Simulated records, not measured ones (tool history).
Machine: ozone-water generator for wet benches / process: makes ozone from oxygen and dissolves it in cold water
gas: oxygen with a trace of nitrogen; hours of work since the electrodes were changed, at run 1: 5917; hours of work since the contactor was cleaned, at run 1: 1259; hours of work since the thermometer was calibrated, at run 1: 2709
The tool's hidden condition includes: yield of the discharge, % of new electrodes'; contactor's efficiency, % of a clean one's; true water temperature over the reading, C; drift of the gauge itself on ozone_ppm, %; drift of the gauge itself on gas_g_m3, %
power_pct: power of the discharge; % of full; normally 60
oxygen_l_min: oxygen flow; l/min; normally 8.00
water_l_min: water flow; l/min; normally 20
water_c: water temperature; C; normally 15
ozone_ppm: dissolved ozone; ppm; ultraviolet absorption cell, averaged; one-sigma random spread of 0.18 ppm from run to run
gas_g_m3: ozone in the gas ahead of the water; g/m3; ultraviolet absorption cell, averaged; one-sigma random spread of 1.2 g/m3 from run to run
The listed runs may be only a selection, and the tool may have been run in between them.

run	hour	power_pct	oxygen_l_min	water_l_min	water_c	hours of work since the electrodes were changed	hours of work since the contactor was cleaned	hours of work since the thermometer was calibrated	ozone_ppm	gas_g_m3
1	0.0	60	8.00	20	15	5917	1259	2709	21.2	184.8
2	154.0	60	8.00	20	15	6068	1410	2861	21.1	183.6
3	285.7	60	8.00	20	15	6198	1540	2991	20.7	184.1
4	424.9	60	8.00	20	15	6335	1677	3127	20.9	182.8
5	617.3	60	8.00	20	15	6524	1866	3317	20.6	181.5
6	711.0	60	8.00	20	15	6616	1958	3409	20.4	180.7
# hour 779.2: electrodes of the discharge changed
7	894.4	60	8.00	20	15	113	2133	3583	23.6	213.0
# hour 993.0: contactor cleaned
8	1039.5	60	8.00	22	15	252	46	3722	23.2	211.4
9	1178.7	57	8.00	20	15	389	183	3859	23.9	201.2
10	1279.8	60	8.00	20	15	488	282	3958	24.6	211.4
11	1390.5	60	8.00	20	15	597	391	4067	24.4	210.8
12	1498.7	60	8.00	20	15	704	497	4174	24.2	212.0
13	1579.0	60	8.00	20	15	783	576	4253	24.1	208.9
14	1763.3	60	8.00	21	15	964	758	4434	23.3	207.9
15	1889.2	60	8.00	21	15	1088	881	4558	23.5	209.3
# hour 1905.2: water thermometer calibrated
16	2042.2	60	8.00	21	15	1238	1031	135	23.3	208.7
17	2157.8	60	13.07	14	10	1352	1145	248	30.2	165.0
18	2312.7	60	13.07	27	7	1504	1297	401	21.9	163.4
19	2425.4	60	13.07	27	7	1615	1408	512	21.5	163.2
20	2560.2	51	8.00	19	20	1747	1541	644	19.6	181.3
21	2655.5	51	8.00	19	20	1841	1635	738	19.3	181.3
22	2820.5	51	7.36	19	22	2003	1797	900	18.3	188.8
# hour 2961.3: water thermometer calibrated, once more
23	3002.8	70	5.10	14	14	2182	1976	41	33.0	280.1
24	3128.3	89	5.10	14	9	2306	2099	164	42.5	331.8
# hour 3258.3: contactor cleaned
25	3282.1	60	10.06	22	15	2453	23	312	22.1	181.9
26	3383.2	60	6.00	20	15	2552	123	411	23.2	231.5
27	3547.5	68	8.00	22	19	2714	284	573	22.6	218.5
28	3723.4	46	5.23	22	9	2887	457	746	18.7	201.2
29	3861.6	60	8.00	28	10	3023	593	882	19.7	199.2
30	4041.4	60	8.00	20	17	3200	770	1058	21.9	199.3
31	4211.8	43	4.16	20	8	3367	938	1226	18.7	212.3
32	4377.8	77	11.28	20	15	3531	1101	1389	26.2	197.8

Branching from run 32: 3 alternative next runs. What would each branch give?
A	4547.1	73	11.83	24	15	3697	1268	1556	?	?
B	4547.1	60	8.00	20	10	3697	1268	1556	?	?
C	4547.1	41	13.71	23	15	3697	1268	1556	?	?

run	ozone_ppm	gas_g_m3
A	22.5	185.4
B	24.3	195.9
C	15.2	115.8
The same runs, with their run-to-run variation unchanged, on a tool lacking any hidden condition would have given:
run	ozone_ppm	gas_g_m3
A	25.7	204.1
B	27.3	212.9
C	16.7	122.6

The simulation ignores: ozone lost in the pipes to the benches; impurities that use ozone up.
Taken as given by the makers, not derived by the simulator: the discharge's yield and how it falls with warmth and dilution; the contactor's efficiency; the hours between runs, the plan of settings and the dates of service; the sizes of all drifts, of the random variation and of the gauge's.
